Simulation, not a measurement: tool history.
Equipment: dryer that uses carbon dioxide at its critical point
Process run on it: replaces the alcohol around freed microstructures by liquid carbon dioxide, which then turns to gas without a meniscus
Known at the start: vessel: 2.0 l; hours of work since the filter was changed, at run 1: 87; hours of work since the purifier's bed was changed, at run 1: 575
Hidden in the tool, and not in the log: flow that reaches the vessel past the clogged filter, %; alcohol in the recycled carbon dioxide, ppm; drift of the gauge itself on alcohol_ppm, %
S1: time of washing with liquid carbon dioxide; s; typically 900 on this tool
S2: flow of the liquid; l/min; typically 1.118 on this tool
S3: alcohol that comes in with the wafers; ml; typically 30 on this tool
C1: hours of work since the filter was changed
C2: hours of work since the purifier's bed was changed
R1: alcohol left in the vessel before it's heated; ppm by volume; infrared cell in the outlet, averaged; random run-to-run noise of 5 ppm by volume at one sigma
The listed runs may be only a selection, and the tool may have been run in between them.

run   hour    S1     S2  S3   C1   C2    R1
  1      0   900  1.118  30   87  575   141
  2   11.6   900  1.118  30   97  584   141
  3   29.6   900  1.118  30  111  599   161
  4   44.5   900  1.118  30  123  610   154
  5   60.8   900  1.118  30  136  623   165
  6   77.1   900  1.118  30  149  636   174
  7   93.9   900  1.118  30  162  650   172
  8  106.2   900  1.118  30  172  659   178
  9  117.1   900  1.118  30  180  668   179
 10  133.5   900  1.118  30  193  681   187
 11  153.2   900   1.08  30  209  697   220
     159.7  -- inlet filter changed
 12  172.1   900   0.86  23   10  711   237
 13    185   540  1.118  39   20  721   697
 14    202   540   0.94  45   34  735  1389
 15  217.5   540   0.94  45   46  747  1417
 16  229.9   540   0.94  45   56  757  1421
 17    246   960   0.69  42   68  769   705
 18    262   960   0.69  42   81  782   732
 19  281.7   960   0.69  36   97  798   643
 20  294.8   960   0.69  36  107  808   684
 21  306.6   660   0.84  85  116  818  2426
 22  326.7  1380  1.118  30  132  834   119

Consider 3 possible next runs. They are alternatives, not a sequence: every one starts from the tool as it was left by run 22. What does each give?
  A  346.8  1080  1.118  30  148  849   ?
  B  346.8  1020  1.118  30  148  849   ?
  C  346.8  1080    0.8  24  148  849   ?

run   R1
  A  154
  B  154
  C  263
What these runs would have given with no unlogged condition in the tool:
run  R1
  A  22
  B  22
  C  83
